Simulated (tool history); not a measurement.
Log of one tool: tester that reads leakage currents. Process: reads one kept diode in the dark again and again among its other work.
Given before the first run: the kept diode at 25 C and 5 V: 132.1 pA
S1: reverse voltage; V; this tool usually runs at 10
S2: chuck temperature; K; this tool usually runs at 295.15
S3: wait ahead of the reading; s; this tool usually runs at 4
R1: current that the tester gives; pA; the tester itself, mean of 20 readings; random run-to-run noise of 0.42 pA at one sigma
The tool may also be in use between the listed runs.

run	hour	S1	S2	S3	R1
1	0	10	295.15	4	159.2
2	131.8	10	295.15	4	162.19
3	200.4	10	295.15	4	161.7
4	295.7	10	295.15	4	163.28
5	462.6	10	317.15	4	1010.44
6	631.7	7.8	295.15	4	146.63
7	701.6	7.8	295.15	4	147.87
# hour 822.1: probe card cleaned and baked
8	850.4	10	308.15	4	463.11
9	950.7	10	308.15	4	467.62
10	1062.7	10	308.15	4	468.21
11	1189.8	10	295.15	4	148.61
12	1337.4	10	295.15	4	150.26
13	1431.5	10	295.15	6.3	151.87
# hour 1514.5: chuck's temperature calibrated
14	1515.6	10	295.15	6.3	147.78
15	1679.8	10	295.15	6.3	149.92
16	1817.6	10	295.15	6.3	152.29
17	1949.3	10	295.15	6.3	154.21
18	2051	10	295.15	4	155.09
19	2168.5	10	295.15	4	156.76
20	2317.7	10	295.15	4	159.59
21	2481.2	10	309.15	2.51	515.67
22	2634.8	10	309.15	2.51	522.54
23	2758	10	309.15	2.51	521.5
24	2886.8	2.5	324.15	7.41	882.44
# hour 2925: probe card cleaned and baked
25	2993.4	16.3	318.15	0.63	1355.09
26	3116.4	1.6	326.15	0.63	831.05
27	3222.1	1.6	328.15	1.01	972.63
28	3326.2	10	310.15	4.67	549.27
29	3404.3	10	295.15	4	148.05
30	3472.6	1.6	323.15	2.25	658.32
31	3559.1	3.8	293.15	2.25	77.2
32	3635.4	11.4	295.15	0.88	164.86
33	3751.2	10	329.15	0.35	2545.53
34	3910.8	7.3	304.15	3.33	288.28
35	4062.9	7.3	330.15	3.33	2369.73
36	4189.2	10	311.15	4	615.92
37	4261.4	7.3	326.15	4	1749.95
38	4351.8	7.3	326.15	4	1741.09
39	4516.3	7.3	326.15	4	1747.13

Here are 5 independent what-if runs from the current tool condition. What would each one return?
A	4606.5	1.9	311.15	4	?
B	4606.5	10	322.15	0.63	?
C	4606.5	10	304.15	2.97	?
D	4606.5	10	325.15	2.36	?
E	4606.5	10	295.15	3.26	?

run	R1
A	272.45
B	1504.13
C	348.65
D	1896.59
E	164.97
Had the tool no hidden state, the same runs would have come out as:
run	R1
A	263.04
B	1456.67
C	319.82
D	1843.27
E	139.8
